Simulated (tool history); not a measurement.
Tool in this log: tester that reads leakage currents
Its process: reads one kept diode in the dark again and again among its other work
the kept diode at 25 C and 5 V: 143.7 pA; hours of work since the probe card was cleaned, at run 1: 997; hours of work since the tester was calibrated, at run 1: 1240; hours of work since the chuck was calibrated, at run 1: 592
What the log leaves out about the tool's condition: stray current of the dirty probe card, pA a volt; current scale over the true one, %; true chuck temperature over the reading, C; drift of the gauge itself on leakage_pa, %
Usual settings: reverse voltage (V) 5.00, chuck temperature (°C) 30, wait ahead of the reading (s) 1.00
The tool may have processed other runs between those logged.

run    hour  reverse voltage (V)  chuck temperature (°C)  wait ahead of the reading (s)  hours of work since the probe card was cleaned  hours of work since the tester was calibrated  hours of work since the chuck was calibrated  current that the tester gives (pA)
  1     0.0                 5.00                      30                           1.00                                             997                                           1240                                           592                              251.43
  2   122.6                 5.00                      30                           1.00                                            1073                                           1316                                           668                              252.47
  3   223.3                 5.00                      30                           1.00                                            1135                                           1378                                           730                              253.94
  4   282.9                 5.00                      30                           1.00                                            1172                                           1414                                           767                              255.56
  5   390.4                 5.00                      30                           1.81                                            1238                                           1481                                           833                              255.87
  6   479.9                 5.00                      30                           2.76                                            1293                                           1536                                           888                              257.31
  7   600.3                 5.00                      30                           2.76                                            1367                                           1610                                           962                              259.52
  8   717.6                 5.00                      30                           2.76                                            1440                                           1682                                          1035                              261.43
  9   832.7                 1.09                      30                           2.76                                            1511                                           1753                                          1106                              108.30
      845.2  -- probe card cleaned and baked
 10   951.0                 1.09                      30                           2.76                                              65                                           1824                                          1177                              105.96
 11  1042.9                 5.00                      39                           1.00                                             122                                           1881                                          1233                              570.93
 12  1155.7                 5.00                      30                           1.00                                             191                                           1950                                          1303                              258.75
     1164.4  -- tester calibrated
 13  1283.2                 5.00                      30                           1.76                                             269                                             73                                          1380                              262.65
 14  1348.9                 5.00                      30                           0.31                                             309                                            114                                          1421                              268.87
 15  1436.8                 5.00                      30                           4.34                                             363                                            168                                          1475                              267.51
 16  1521.7                 5.00                      30                           1.93                                             416                                            220                                          1527                              268.58
 17  1653.3                 5.00                      30                           4.29                                             497                                            301                                          1608                              271.63
 18  1775.2                 5.00                      30                           4.29                                             572                                            376                                          1683                              272.73
     1815.6  -- tester calibrated, once more
     1854.5  -- chuck's temperature calibrated
 19  1909.9                 5.00                      30                           4.29                                             653                                             57                                            34                              236.21
 20  1987.5                 3.72                      24                           0.66                                             700                                            105                                            82                              115.65
 21  2114.5                 5.00                      49                           9.75                                             779                                            183                                           160                             1226.54
 22  2191.9                 5.00                      49                           9.75                                             826                                            231                                           208                             1237.57
 23  2275.5                 5.00                      49                           9.75                                             878                                            282                                           260                             1240.44
 24  2329.6                 2.99                      32                           1.00                                             911                                            316                                           293                              216.44
 25  2414.5                 5.00                      40                           1.00                                             964                                            368                                           345                              592.65
 26  2530.5                 5.00                      40                           1.00                                            1035                                            439                                           417                              597.57
 27  2626.8                 1.69                      58                           0.34                                            1094                                            499                                           476                             1391.30
 28  2740.7                 1.69                      58                           0.34                                            1165                                            569                                           546                             1394.45
 29  2827.9                 2.20                      37                           0.34                                            1218                                            623                                           600                              290.54
 30  2891.9                17.32                      37                           2.13                                            1258                                            662                                           639                              974.82
 31  2968.2                17.32                      37                           2.13                                            1305                                            709                                           686                              969.88
 32  3030.3                 3.75                      34                           2.56                                            1343                                            747                                           725                              307.39
 33  3143.8                 7.38                      34                           2.56                                            1413                                            817                                           795                              463.24
 34  3220.0                 7.38                      42                           5.10                                            1460                                            864                                           842                              912.80
     3309.9  -- probe card cleaned and baked
 35  3327.8                 3.18                      48                           3.85                                              11                                            929                                           906                              927.52
 36  3394.3                 3.18                      27                           4.07                                              52                                            970                                           947                              146.28
 37  3461.2                 1.10                      55                           0.92                                              93                                           1011                                           988                              888.52
 38  3531.6                 9.37                      55                           0.92                                             137                                           1055                                          1032                             3057.38

Some steps in current that the tester gives (pA), run to run, broken into two amounts with sign: the step expected even without the hidden condition (settings, incoming material, random variation), and the rest, left for the hidden condition together with whatever gauge scatter is not in both the measured and the hidden-condition-free result:
Run 20 -> 21: reverse voltage (V) 3.72 -> 5.00, chuck temperature (°C) 24 -> 49, wait ahead of the reading (s) 0.66 -> 9.75. current that the tester gives (pA) +1110.89: hidden state +17.82, all else +1093.07.
Run 28 -> 29: reverse voltage (V) 1.69 -> 2.20, chuck temperature (°C) 58 -> 37. current that the tester gives (pA) -1103.91: hidden state -42.85, all else -1061.06.
Run 29 -> 30: reverse voltage (V) 2.20 -> 17.32, wait ahead of the reading (s) 0.34 -> 2.13. current that the tester gives (pA) +684.28: hidden state +64.13, all else +620.15.
Run 31 -> 32: reverse voltage (V) 17.32 -> 3.75, chuck temperature (°C) 37 -> 34, wait ahead of the reading (s) 2.13 -> 2.56. current that the tester gives (pA) -662.49: hidden state -60.54, all else -601.95.
Run 37 -> 38: reverse voltage (V) 1.10 -> 9.37. current that the tester gives (pA) +2168.86: hidden state +173.24, all else +1995.62.
